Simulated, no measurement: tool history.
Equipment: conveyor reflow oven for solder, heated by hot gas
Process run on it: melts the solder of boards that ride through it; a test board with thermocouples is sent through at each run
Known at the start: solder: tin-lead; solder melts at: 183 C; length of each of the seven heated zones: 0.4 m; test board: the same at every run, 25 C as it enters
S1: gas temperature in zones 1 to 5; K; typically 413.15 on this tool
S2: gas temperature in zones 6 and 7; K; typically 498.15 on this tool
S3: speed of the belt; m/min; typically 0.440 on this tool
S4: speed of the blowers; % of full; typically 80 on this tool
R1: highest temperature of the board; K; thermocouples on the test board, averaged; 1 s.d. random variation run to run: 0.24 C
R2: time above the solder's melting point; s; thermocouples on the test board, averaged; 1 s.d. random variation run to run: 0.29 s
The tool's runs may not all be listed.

run 1 hour=0.0 | S1=413.15 S2=498.15 S3=0.440 S4=80 | R1=489.15 R2=84.0
run 2 hour=24.5 | S1=399.15 S2=498.15 S3=0.440 S4=80 | R1=488.05 R2=76.4
-- hour=32.8 flux residue cleaned out of gas plates and filters
run 3 hour=52.3 | S1=399.15 S2=498.15 S3=0.440 S4=80 | R1=487.75 R2=75.9
run 4 hour=89.5 | S1=413.15 S2=498.15 S3=0.440 S4=80 | R1=489.45 R2=84.8
run 5 hour=120.4 | S1=413.15 S2=498.15 S3=0.440 S4=80 | R1=489.75 R2=84.5
run 6 hour=154.2 | S1=413.15 S2=493.15 S3=0.440 S4=80 | R1=484.95 R2=79.9
run 7 hour=192.2 | S1=413.15 S2=498.15 S3=0.440 S4=59 | R1=486.15 R2=79.2
run 8 hour=224.1 | S1=413.15 S2=498.15 S3=0.440 S4=59 | R1=486.35 R2=80.1
run 9 hour=253.4 | S1=413.15 S2=498.15 S3=0.440 S4=59 | R1=486.45 R2=79.2
-- hour=260.3 flux residue cleaned out of gas plates and filters
run 10 hour=285.6 | S1=413.15 S2=498.15 S3=0.440 S4=59 | R1=486.05 R2=79.4
run 11 hour=310.2 | S1=413.15 S2=498.15 S3=0.440 S4=59 | R1=486.15 R2=79.6
run 12 hour=346.4 | S1=399.15 S2=497.15 S3=0.440 S4=80 | R1=486.65 R2=75.5
run 13 hour=377.0 | S1=410.15 S2=508.15 S3=0.525 S4=50 | R1=486.85 R2=63.5
run 14 hour=393.7 | S1=414.15 S2=493.15 S3=0.493 S4=55 | R1=478.25 R2=59.9
run 15 hour=420.8 | S1=426.15 S2=497.15 S3=0.440 S4=80 | R1=490.15 R2=91.5
run 16 hour=457.7 | S1=406.15 S2=498.15 S3=0.485 S4=80 | R1=486.05 R2=69.0
-- hour=468.6 thermocouples of zones 6 and 7 changed
run 17 hour=482.9 | S1=406.15 S2=498.15 S3=0.485 S4=57 | R1=481.65 R2=62.5
-- hour=491.0 flux residue cleaned out of gas plates and filters
run 18 hour=520.1 | S1=413.15 S2=508.15 S3=0.440 S4=80 | R1=498.55 R2=92.5
run 19 hour=542.0 | S1=413.15 S2=508.15 S3=0.440 S4=80 | R1=498.45 R2=92.7
run 20 hour=579.6 | S1=413.15 S2=501.15 S3=0.500 S4=70 | R1=487.25 R2=70.7
run 21 hour=617.0 | S1=413.15 S2=498.15 S3=0.486 S4=80 | R1=486.85 R2=73.4

Below are 5 alternative next runs, each starting from the tool's condition after run 21. Predict each:
run A hour=645.3 | S1=417.15 S2=510.15 S3=0.486 S4=79 | R1=? R2=?
run B hour=645.3 | S1=413.15 S2=498.15 S3=0.486 S4=80 | R1=? R2=?
run C hour=645.3 | S1=413.15 S2=491.15 S3=0.467 S4=80 | R1=? R2=?
run D hour=645.3 | S1=413.15 S2=498.15 S3=0.464 S4=84 | R1=? R2=?
run E hour=645.3 | S1=421.15 S2=497.15 S3=0.486 S4=85 | R1=? R2=?

run=A R1=498.15 R2=84.4
run=B R1=486.95 R2=73.0
run=C R1=481.45 R2=71.1
run=D R1=488.35 R2=79.2
run=E R1=488.05 R2=78.2
With the hidden condition removed and each run's random variation left untouched, the same runs would have given:
run=A R1=498.15 R2=84.3
run=B R1=486.95 R2=73.0
run=C R1=481.45 R2=71.1
run=D R1=488.35 R2=79.2
run=E R1=488.05 R2=78.2
